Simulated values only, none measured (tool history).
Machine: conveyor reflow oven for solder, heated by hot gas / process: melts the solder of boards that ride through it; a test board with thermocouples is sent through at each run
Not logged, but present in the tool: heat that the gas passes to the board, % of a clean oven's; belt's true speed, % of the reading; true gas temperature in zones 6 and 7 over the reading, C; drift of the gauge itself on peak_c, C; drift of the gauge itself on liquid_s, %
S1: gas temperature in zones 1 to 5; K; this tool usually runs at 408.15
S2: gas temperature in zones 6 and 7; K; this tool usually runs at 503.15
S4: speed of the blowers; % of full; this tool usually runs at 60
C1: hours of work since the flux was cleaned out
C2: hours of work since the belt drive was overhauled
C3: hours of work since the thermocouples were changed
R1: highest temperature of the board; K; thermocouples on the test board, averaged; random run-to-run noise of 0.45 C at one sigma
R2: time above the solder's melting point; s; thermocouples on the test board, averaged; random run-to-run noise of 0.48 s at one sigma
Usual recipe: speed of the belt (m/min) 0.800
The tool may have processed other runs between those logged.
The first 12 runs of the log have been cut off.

{"hour": 407.9, "done": "flux residue cleaned out of gas plates and filters"}
{"run": 13, "hour": 429.3, "S1": 408.15, "S2": 503.15, "speed of the belt (m/min)": 0.8, "S4": 55, "C1": 11, "C2": 648, "C3": 889, "R1": 480.65, "R2": 26.9}
{"run": 14, "hour": 453.2, "S1": 412.15, "S2": 503.15, "speed of the belt (m/min)": 0.8, "S4": 60, "C1": 23, "C2": 661, "C3": 901, "R1": 483.55, "R2": 30.1}
{"run": 15, "hour": 478.8, "S1": 412.15, "S2": 503.15, "speed of the belt (m/min)": 0.8, "S4": 60, "C1": 37, "C2": 674, "C3": 915, "R1": 483.65, "R2": 29.2}
{"run": 16, "hour": 525.0, "S1": 402.15, "S2": 499.15, "speed of the belt (m/min)": 0.8, "S4": 74, "C1": 60, "C2": 698, "C3": 938, "R1": 481.65, "R2": 28.0}
{"run": 17, "hour": 558.6, "S1": 402.15, "S2": 499.15, "speed of the belt (m/min)": 0.8, "S4": 74, "C1": 78, "C2": 715, "C3": 956, "R1": 481.75, "R2": 27.3}
{"run": 18, "hour": 602.3, "S1": 402.15, "S2": 499.15, "speed of the belt (m/min)": 0.8, "S4": 74, "C1": 100, "C2": 738, "C3": 978, "R1": 482.15, "R2": 26.6}
{"run": 19, "hour": 633.7, "S1": 402.15, "S2": 499.15, "speed of the belt (m/min)": 0.8, "S4": 74, "C1": 117, "C2": 754, "C3": 995, "R1": 481.15, "R2": 27.9}
{"run": 20, "hour": 681.9, "S1": 400.15, "S2": 496.15, "speed of the belt (m/min)": 0.823, "S4": 69, "C1": 142, "C2": 779, "C3": 1020, "R1": 475.95, "R2": 22.7}
{"hour": 702.8, "done": "belt drive overhauled, speed set with a stopwatch"}
{"run": 21, "hour": 729.1, "S1": 397.15, "S2": 503.15, "speed of the belt (m/min)": 0.8, "S4": 77, "C1": 164, "C2": 14, "C3": 1042, "R1": 483.65, "R2": 26.7}
{"run": 22, "hour": 760.1, "S1": 397.15, "S2": 503.15, "speed of the belt (m/min)": 0.8, "S4": 77, "C1": 180, "C2": 30, "C3": 1058, "R1": 483.05, "R2": 25.9}
{"run": 23, "hour": 805.4, "S1": 408.15, "S2": 495.15, "speed of the belt (m/min)": 0.883, "S4": 61, "C1": 203, "C2": 53, "C3": 1081, "R1": 470.15, "R2": 16.6}
{"run": 24, "hour": 849.4, "S1": 408.15, "S2": 503.15, "speed of the belt (m/min)": 0.955, "S4": 72, "C1": 226, "C2": 76, "C3": 1104, "R1": 476.55, "R2": 19.1}
{"run": 25, "hour": 876.1, "S1": 399.15, "S2": 503.15, "speed of the belt (m/min)": 0.955, "S4": 77, "C1": 240, "C2": 90, "C3": 1118, "R1": 474.85, "R2": 17.1}
{"run": 26, "hour": 926.7, "S1": 399.15, "S2": 503.15, "speed of the belt (m/min)": 0.936, "S4": 77, "C1": 266, "C2": 116, "C3": 1144, "R1": 475.95, "R2": 18.6}
{"run": 27, "hour": 955.0, "S1": 406.15, "S2": 512.15, "speed of the belt (m/min)": 0.864, "S4": 81, "C1": 281, "C2": 130, "C3": 1159, "R1": 489.65, "R2": 29.0}
{"run": 28, "hour": 988.5, "S1": 408.15, "S2": 503.15, "speed of the belt (m/min)": 0.736, "S4": 60, "C1": 298, "C2": 148, "C3": 1176, "R1": 482.65, "R2": 30.4}
{"run": 29, "hour": 1026.1, "S1": 408.15, "S2": 503.15, "speed of the belt (m/min)": 0.736, "S4": 60, "C1": 317, "C2": 167, "C3": 1195, "R1": 482.15, "R2": 30.4}
{"run": 30, "hour": 1069.7, "S1": 394.15, "S2": 502.15, "speed of the belt (m/min)": 0.7, "S4": 71, "C1": 340, "C2": 190, "C3": 1218, "R1": 483.95, "R2": 30.7}

Here are 3 independent what-if runs from the current tool condition. What would each one return?
{"run": "A", "hour": 1100.2, "S1": 399.15, "S2": 503.15, "speed of the belt (m/min)": 0.868, "S4": 83, "C1": 356, "C2": 205, "C3": 1234, "R1": "?", "R2": "?"}
{"run": "B", "hour": 1100.2, "S1": 413.15, "S2": 503.15, "speed of the belt (m/min)": 0.836, "S4": 60, "C1": 356, "C2": 205, "C3": 1234, "R1": "?", "R2": "?"}
{"run": "C", "hour": 1100.2, "S1": 394.15, "S2": 502.15, "speed of the belt (m/min)": 0.914, "S4": 70, "C1": 356, "C2": 205, "C3": 1234, "R1": "?", "R2": "?"}

run=A R1=479.05 R2=23.6
run=B R1=477.65 R2=23.4
run=C R1=470.75 R2=15.2
Without the tool's hidden state the same runs would have given:
run=A R1=481.55 R2=25.6
run=B R1=479.05 R2=24.7
run=C R1=473.55 R2=17.7

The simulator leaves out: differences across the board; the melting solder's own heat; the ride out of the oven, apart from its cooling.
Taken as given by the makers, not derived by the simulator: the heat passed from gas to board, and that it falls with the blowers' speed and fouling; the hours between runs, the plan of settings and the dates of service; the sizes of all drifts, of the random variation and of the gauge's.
